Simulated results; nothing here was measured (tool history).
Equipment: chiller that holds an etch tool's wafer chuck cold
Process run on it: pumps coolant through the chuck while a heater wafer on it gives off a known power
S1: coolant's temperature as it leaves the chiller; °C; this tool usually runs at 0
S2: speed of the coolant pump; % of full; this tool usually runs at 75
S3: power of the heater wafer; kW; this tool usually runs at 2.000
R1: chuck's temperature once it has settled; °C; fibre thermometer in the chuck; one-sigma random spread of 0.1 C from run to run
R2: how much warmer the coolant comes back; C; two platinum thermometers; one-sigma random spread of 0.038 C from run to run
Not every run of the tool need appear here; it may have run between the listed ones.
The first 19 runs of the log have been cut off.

Run 20, hour 1751.7: usual settings but S1 2 °C, S2 99 % of full, S3 1.003 kW. Result: R1 9.0 °C, R2 2.84 C.
Run 21, hour 1882.4: usual settings but S1 2 °C, S2 99 % of full, S3 1.003 kW. Result: R1 8.7 °C, R2 2.85 C.
Run 22, hour 1957.5: usual settings but S1 7 °C, S2 67 % of full, S3 1.993 kW. Result: R1 25.1 °C, R2 8.78 C.
Run 23, hour 2070.2: usual settings but S1 9 °C, S2 99 % of full, S3 1.993 kW. Result: R1 22.6 °C, R2 5.81 C.
Run 24, hour 2147.8: usual settings but S1 5 °C, S2 70 % of full, S3 1.687 kW. Result: R1 19.7 °C, R2 7.04 C.
At hour 2187.9: chiller's thermometer calibrated.
Run 25, hour 2218.1: usual settings but S1 5 °C, S2 70 % of full, S3 1.687 kW. Result: R1 19.9 °C, R2 7.04 C.
Run 26, hour 2277.2: usual settings but S1 5 °C, S2 70 % of full, S3 1.687 kW. Result: R1 19.8 °C, R2 7.01 C.
At hour 2352.1: coolant changed, channels flushed.
Run 27, hour 2414.6: usual settings but S1 -1 °C, S2 65 % of full, S3 2.380 kW. Result: R1 20.9 °C, R2 10.85 C.
Run 28, hour 2485.8: usual settings but S1 -1 °C, S2 65 % of full, S3 2.380 kW. Result: R1 21.2 °C, R2 10.88 C.
Run 29, hour 2560.2: usual settings but S1 6 °C, S2 65 % of full. Result: R1 24.6 °C, R2 8.99 C.
Run 30, hour 2621.9: usual settings but S1 6 °C, S2 62 % of full, S3 1.117 kW. Result: R1 16.6 °C, R2 5.24 C.
Run 31, hour 2693.9: usual settings but S1 -5 °C, S2 89 % of full, S3 1.244 kW. Result: R1 4.2 °C, R2 3.93 C.
Run 32, hour 2805.2: usual settings but S1 6 °C, S2 83 % of full, S3 2.319 kW. Result: R1 23.9 °C, R2 8.10 C.

Predict each of these 3 candidate next runs independently; none follows another, all start after run 32:
Run A, hour 2887.1: usual settings but S1 7 °C, S2 80 % of full, S3 2.319 kW. Result: R1 ?, R2 ?.
Run B, hour 2887.1: usual settings but S1 6 °C, S3 1.089 kW. Result: R1 ?, R2 ?.
Run C, hour 2887.1: usual settings but S1 -5 °C, S2 65 % of full, S3 1.618 kW. Result: R1 ?, R2 ?.

run    R1    R2
  A  25.5  8.42
  B  15.2  4.12
  C   9.9  7.30
Stripped of hidden state, with their random variation kept, the same runs would have yielded:
run    R1    R2
  A  25.5  8.58
  B  15.2  4.29
  C   9.9  7.47
